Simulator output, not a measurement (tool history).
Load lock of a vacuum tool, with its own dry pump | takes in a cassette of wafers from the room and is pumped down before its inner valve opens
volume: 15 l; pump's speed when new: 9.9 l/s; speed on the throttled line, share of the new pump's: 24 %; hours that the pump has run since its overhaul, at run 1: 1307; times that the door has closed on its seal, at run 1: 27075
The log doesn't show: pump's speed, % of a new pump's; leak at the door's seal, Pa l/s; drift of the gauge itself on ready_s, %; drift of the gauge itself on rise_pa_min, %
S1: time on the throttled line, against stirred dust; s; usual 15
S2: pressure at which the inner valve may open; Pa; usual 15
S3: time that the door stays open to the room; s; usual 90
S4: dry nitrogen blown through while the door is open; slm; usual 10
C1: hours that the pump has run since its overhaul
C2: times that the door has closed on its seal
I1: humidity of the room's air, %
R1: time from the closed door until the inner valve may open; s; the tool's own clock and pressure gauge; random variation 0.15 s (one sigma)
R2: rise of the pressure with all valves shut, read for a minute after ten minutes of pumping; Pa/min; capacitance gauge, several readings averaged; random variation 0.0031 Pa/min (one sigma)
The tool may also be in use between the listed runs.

run    hour  S1  S2   S3  S4    C1     C2    I1    R1     R2
  1       0  15  15   90  10  1307  27075  47.9  24.8  0.323
  2     210  15  15   90  10  1517  27728  45.3  25.3  0.331
  3   378.6  15  15   90  10  1686  28252  45.1  25.1  0.329
  4   554.5  15  15   55  10  1862  28798    44    25  0.305
  5   872.4  15  15  190  10  2180  29787  45.4    25  0.404
  6  1031.6   9  15   90  10  2339  30281  42.6  20.5  0.352
  7  1291.5  15  13   90  10  2599  31089  48.2  25.3  0.375
  8    1526  15  15   90  10  2833  31818  49.3  25.3  0.382
  9  1734.6  27  15   90  10  3042  32466  40.6  34.4  0.381
 10  2010.4  27  15   90  10  3318  33323  44.8  34.1  0.397
 11  2337.5  27  15   90  10  3645  34340  46.4    34  0.404
 12  2569.9  15  10   90  10  3877  35062  44.7  25.5  0.415
 13  2779.1  15  10   90  10  4086  35712  44.3  25.8  0.439
 14  3107.5  15  10   90  10  4415  36733  44.4  25.7  0.448
 15  3299.4  15  10   90  10  4607  37329  46.3    26  0.464
 16  3466.3  15  16   90  19  4774  37848  48.3  25.3  0.457
 17  3708.4  19  16   90  19  5016  38600  43.6  28.2  0.467
 18    4064  19  16   90  19  5371  39706  45.3  28.3  0.486
 19  4299.4  15  16   90   5  5607  40437  42.6  24.9  0.526
 20  4594.9  27  15   59  29  5902  41355  43.9  34.3  0.483

Run 21 comes next. What will it give?
 21  4790.4  27  15  159  29  6098  41963  44.5   ?   ?

R1: 34.7 s
R2: 0.533 Pa/min
Without the tool's hidden state the same run would have given R1 34.4 s, R2 0.093 Pa/min.
